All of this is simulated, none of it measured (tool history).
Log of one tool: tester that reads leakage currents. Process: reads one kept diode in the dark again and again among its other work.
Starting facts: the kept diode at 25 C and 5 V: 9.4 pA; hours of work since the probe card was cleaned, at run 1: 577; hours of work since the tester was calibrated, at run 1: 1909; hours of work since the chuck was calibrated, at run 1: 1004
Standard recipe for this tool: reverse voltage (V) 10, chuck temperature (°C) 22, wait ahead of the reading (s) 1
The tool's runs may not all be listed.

run,hour,reverse voltage (V),chuck temperature (°C),wait ahead of the reading (s),hours of work since the probe card was cleaned,hours of work since the tester was calibrated,hours of work since the chuck was calibrated,current that the tester gives (pA)
1,0,10,22,1,577,1909,1004,11.93
2,152.4,10,22,1,688,2020,1114,11.92
3,316.1,10,22,0.36,807,2139,1233,14.48
# hour 524.8: tester calibrated
4,524.8,4.8,22,1,957,0,1384,7.76
5,733.3,10,22,1,1109,152,1535,12.04
6,930.7,10,22,1,1252,295,1679,11.97
7,1067.2,10,22,1,1352,394,1778,11.93
# hour 1176.3: chuck's temperature calibrated
8,1191.6,10,22,1,1441,483,11,12.04
9,1330.3,10,22,1,1541,584,112,11.94
10,1469.5,10,22,1,1642,685,213,11.91
11,1656.9,10,22,1,1779,821,349,11.95
12,1840.2,10,22,1,1912,955,482,11.97
13,2075,10,22,1,2083,1125,653,12.01
14,2263.7,10,22,1,2220,1262,790,12.12
15,2471.1,10,22,1,2370,1413,941,12.02
16,2573.5,2.1,22,1,2445,1488,1015,4.89
17,2690.3,2.1,22,1,2530,1572,1100,4.89
18,2794.7,2.1,22,1,2606,1648,1176,4.94
19,3026.9,4.8,28,0.44,2774,1817,1345,13.71
20,3227.8,4.8,28,0.44,2920,1963,1491,13.72
21,3410.1,4.8,28,0.44,3053,2096,1623,13.73
# hour 3495.2: probe card cleaned and baked
22,3581.1,1,36,0.95,62,2218,1746,10.55
# hour 3677: tester calibrated
# hour 3734.7: chuck's temperature calibrated
23,3797.6,2.8,22,5.62,217,86,46,5.55
24,4006,2.8,22,5.62,368,238,197,5.54
25,4202.6,1,25,1,511,380,340,4.19
26,4327,2.4,52,0.84,602,471,430,61.39
27,4514,2.4,52,0.84,738,607,566,61.33
28,4674.7,2.4,52,0.84,854,724,683,61.27
29,4884.7,2.4,52,0.84,1007,876,836,61.43
30,5034.3,7.1,22,7.12,1116,985,945,9.01
31,5201.2,7.1,22,7.12,1237,1106,1066,9
32,5344.6,7.1,22,7.12,1341,1211,1170,9

Describe how what the log doesn't record of the tool's condition differs between the last listed run preceding each entry between runs and the first listed run following it.
From run 3 to run 4: tester calibrated (hour 524.8)
  both runs share identical hidden conditions
From run 7 to run 8: chuck's temperature calibrated (hour 1176.3)
  both runs share identical hidden conditions
From run 21 to run 22: probe card cleaned and baked (hour 3495.2)
  stray current of the dirty probe card, pA a volt: 0.022 -> 0.02
From run 22 to run 23: tester calibrated (hour 3677); chuck's temperature calibrated (hour 3734.7)
  both runs share identical hidden conditions
